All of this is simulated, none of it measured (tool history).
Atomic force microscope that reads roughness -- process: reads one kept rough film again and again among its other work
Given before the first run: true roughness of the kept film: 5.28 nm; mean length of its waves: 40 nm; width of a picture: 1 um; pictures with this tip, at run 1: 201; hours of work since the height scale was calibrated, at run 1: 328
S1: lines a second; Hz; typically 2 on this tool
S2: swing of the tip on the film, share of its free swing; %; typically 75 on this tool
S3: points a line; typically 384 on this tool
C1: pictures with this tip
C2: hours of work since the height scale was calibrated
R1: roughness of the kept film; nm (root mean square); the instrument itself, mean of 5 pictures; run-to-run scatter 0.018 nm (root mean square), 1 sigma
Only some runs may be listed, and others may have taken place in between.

{"run": 1, "hour": 0.0, "S1": 2, "S2": 75, "S3": 384, "C1": 201, "C2": 328, "R1": 4.307}
{"run": 2, "hour": 6.5, "S1": 2, "S2": 75, "S3": 384, "C1": 214, "C2": 332, "R1": 4.267}
{"hour": 16.7, "done": "new tip fitted"}
{"run": 3, "hour": 18.3, "S1": 0.65, "S2": 75, "S3": 384, "C1": 3, "C2": 338, "R1": 4.677}
{"run": 4, "hour": 26.0, "S1": 0.65, "S2": 75, "S3": 384, "C1": 18, "C2": 343, "R1": 4.714}
{"run": 5, "hour": 34.2, "S1": 0.65, "S2": 75, "S3": 384, "C1": 35, "C2": 348, "R1": 4.69}
{"run": 6, "hour": 44.8, "S1": 0.65, "S2": 75, "S3": 384, "C1": 56, "C2": 354, "R1": 4.72}
{"run": 7, "hour": 51.8, "S1": 0.65, "S2": 75, "S3": 384, "C1": 70, "C2": 358, "R1": 4.718}
{"run": 8, "hour": 60.4, "S1": 2.16, "S2": 84, "S3": 895, "C1": 87, "C2": 363, "R1": 3.949}
{"run": 9, "hour": 66.6, "S1": 3.7, "S2": 68, "S3": 384, "C1": 99, "C2": 366, "R1": 4.181}

Estimate the outcome of run 10 from the log above:
{"run": 10, "hour": 80.2, "S1": 2.13, "S2": 70, "S3": 415, "C1": 126, "C2": 374, "R1": "?"}

{"run 10": {"R1": 4.413}}
Had the tool carried no hidden state, the very same run would have given R1 4.42 nm (root mean square).
